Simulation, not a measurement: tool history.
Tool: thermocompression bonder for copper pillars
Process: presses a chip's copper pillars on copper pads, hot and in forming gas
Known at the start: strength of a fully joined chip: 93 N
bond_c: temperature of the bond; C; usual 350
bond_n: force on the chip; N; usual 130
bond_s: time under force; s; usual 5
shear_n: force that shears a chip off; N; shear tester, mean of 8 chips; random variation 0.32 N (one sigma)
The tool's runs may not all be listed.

run	hour	bond_c	bond_n	bond_s	shear_n
1	0	350	130	5	39.5
2	19.8	350	130	5	39.2
3	54.6	350	130	5	38.9
4	74.4	350	130	5	39.5
5	105.3	350	130	5	38.4
6	127.6	350	130	5	38.7
7	155	350	130	5	38.3
8	170.6	350	130	5	38.8
9	187.1	350	130	5	38.5
10	214.7	350	130	5	38.7
11	231.7	350	130	5	37.9
12	255.9	350	130	7	42.7
13	278.7	350	130	7	43.6
14	308.2	323	130	5	26.8
15	325.6	350	130	7	43.4
16	349.6	350	130	7	43.4
17	383.3	376	130	7	55.5
18	418.5	350	161	5	45.9
19	433.7	354	130	5	39.4
20	469.9	354	130	5	39.3
21	506.8	350	172	6	51.4
22	521.9	350	112	5	32.5
23	538	342	149	13	53.4
# hour 545.6: forming gas filter changed
24	560.8	361	154	4	49.4
25	576.6	361	153	12	68.9
26	596.1	350	188	5	55.9
27	618.9	344	96	5	27.4
28	637.4	344	111	5	31.9
29	661	344	111	5	31.8
30	695.9	348	111	11	44.4
31	712.3	348	111	11	44.3
32	735.3	348	111	11	44
33	767.7	348	111	11	44.1
34	801.5	348	111	11	44.9
35	833.2	379	131	13	69.4
36	848.5	343	130	8	42.8
37	878.9	350	130	10	49.7
38	913	369	139	3	43.3
39	933.1	344	157	4	40.1
40	958.5	351	90	10	35.7

Some steps in shear_n between neighbouring runs. How much of each would the tool show without its hidden state too (settings, what came in, random variation), and how much is left for the hidden state, with any gauge scatter that isn't in both results?
The hidden state here: true temperature of the bond over the reading, C; force that reaches the chip, % of what is set; oxide that the forming gas leaves, % of the face; drift of the gauge itself on shear_n, %.
Run 21 -> 22: bond_n 172 -> 112, bond_s 6 -> 5. shear_n -18.9 N: hidden state +1.3, all else -20.2.
Run 22 -> 23: bond_c 350 -> 342, bond_n 112 -> 149, bond_s 5 -> 13. shear_n +20.9 N: hidden state -1.7, all else +22.6.
Run 23 -> 24: bond_c 342 -> 361, bond_n 149 -> 154, bond_s 13 -> 4, forming gas filter changed. shear_n -4 N: hidden state +4.5, all else -8.5.
Run 26 -> 27: bond_c 350 -> 344, bond_n 188 -> 96. shear_n -28.5 N: hidden state -0.3, all else -28.2.
Run 34 -> 35: bond_c 348 -> 379, bond_n 111 -> 131, bond_s 11 -> 13. shear_n +24.5 N: hidden state -1.3, all else +25.8.
Run 35 -> 36: bond_c 379 -> 343, bond_n 131 -> 130, bond_s 13 -> 8. shear_n -26.6 N: hidden state +1.2, all else -27.8.
